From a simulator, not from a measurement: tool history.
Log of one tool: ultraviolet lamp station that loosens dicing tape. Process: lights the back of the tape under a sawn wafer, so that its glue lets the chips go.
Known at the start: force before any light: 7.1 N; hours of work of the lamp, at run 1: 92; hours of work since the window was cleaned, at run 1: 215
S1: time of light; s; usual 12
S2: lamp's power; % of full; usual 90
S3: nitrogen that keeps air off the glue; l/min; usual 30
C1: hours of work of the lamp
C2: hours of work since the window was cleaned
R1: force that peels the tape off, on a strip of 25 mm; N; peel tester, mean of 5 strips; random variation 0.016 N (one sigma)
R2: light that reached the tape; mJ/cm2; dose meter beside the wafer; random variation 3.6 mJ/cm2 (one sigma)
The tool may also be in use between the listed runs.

Run 1, hour 0.0: usual settings; C1 92; C2 215. Result: R1 1.010 N, R2 506 mJ/cm2.
Run 2, hour 13.2: usual settings; C1 98; C2 222. Result: R1 1.049 N, R2 497 mJ/cm2.
At hour 17.3: window cleaned of glue's vapour.
Run 3, hour 21.6: usual settings; C1 102; C2 2. Result: R1 1.062 N, R2 482 mJ/cm2.
Run 4, hour 34.6: usual settings; C1 109; C2 9. Result: R1 1.102 N, R2 483 mJ/cm2.
Run 5, hour 40.5: usual settings but S2 78 % of full; C1 111; C2 11. Result: R1 1.384 N, R2 417 mJ/cm2.
Run 6, hour 46.9: usual settings but S2 78 % of full; C1 115; C2 15. Result: R1 1.396 N, R2 419 mJ/cm2.
Run 7, hour 60.7: usual settings but S2 78 % of full; C1 121; C2 21. Result: R1 1.418 N, R2 410 mJ/cm2.
Run 8, hour 70.7: usual settings but S2 92 % of full; C1 126; C2 26. Result: R1 1.107 N, R2 481 mJ/cm2.
At hour 80.0: window cleaned of glue's vapour, once more.
Run 9, hour 85.3: usual settings but S1 11 s, S2 92 % of full; C1 133; C2 3. Result: R1 0.874 N, R2 543 mJ/cm2.
Run 10, hour 97.2: usual settings but S2 71 % of full; C1 139; C2 8. Result: R1 1.190 N, R2 462 mJ/cm2.
Run 11, hour 105.1: usual settings but S1 7 s, S2 70 % of full, S3 36 l/min; C1 143; C2 12. Result: R1 2.287 N, R2 263 mJ/cm2.
Run 12, hour 117.7: usual settings but S2 62 % of full, S3 13 l/min; C1 149; C2 19. Result: R1 2.328 N, R2 397 mJ/cm2.
Run 13, hour 129.5: usual settings but S3 24 l/min; C1 155; C2 24. Result: R1 0.919 N, R2 571 mJ/cm2.
Run 14, hour 138.3: usual settings but S1 19 s, S2 78 % of full, S3 46 l/min; C1 159; C2 29. Result: R1 0.368 N, R2 780 mJ/cm2.
Run 15, hour 148.6: usual settings but S1 19 s, S2 78 % of full, S3 11 l/min; C1 164; C2 34. Result: R1 0.957 N, R2 780 mJ/cm2.
Run 16, hour 154.5: usual settings but S1 22 s, S2 96 % of full, S3 29 l/min; C1 167; C2 37. Result: R1 0.308 N, R2 1114 mJ/cm2.
Run 17, hour 162.6: usual settings but S1 11 s, S2 97 % of full, S3 18 l/min; C1 171; C2 41. Result: R1 1.181 N, R2 562 mJ/cm2.
Run 18, hour 173.3: usual settings but S1 21 s, S2 60 % of full; C1 177; C2 46. Result: R1 0.658 N, R2 651 mJ/cm2.
Run 19, hour 183.8: usual settings but S2 77 % of full, S3 9 l/min; C1 182; C2 51. Result: R1 2.207 N, R2 478 mJ/cm2.

4 ways to go on from here, each from the tool as it stands after run 19. What would each give?
Run A, hour 195.6: usual settings but S2 77 % of full, S3 41 l/min; C1 188; C2 57. Result: R1 ?, R2 ?.
Run B, hour 195.6: usual settings but S2 60 % of full, S3 43 l/min; C1 188; C2 57. Result: R1 ?, R2 ?.
Run C, hour 195.6: usual settings but S1 14 s, S2 84 % of full; C1 188; C2 57. Result: R1 ?, R2 ?.
Run D, hour 195.6: usual settings but S1 15 s, S2 68 % of full, S3 42 l/min; C1 188; C2 57. Result: R1 ?, R2 ?.

run     R1   R2
  A  0.875  479
  B  1.306  371
  C  0.769  601
  D  0.775  520
Without the tool's hidden state the same runs would have given:
run     R1   R2
  A  0.759  520
  B  1.149  403
  C  0.665  653
  D  0.670  565

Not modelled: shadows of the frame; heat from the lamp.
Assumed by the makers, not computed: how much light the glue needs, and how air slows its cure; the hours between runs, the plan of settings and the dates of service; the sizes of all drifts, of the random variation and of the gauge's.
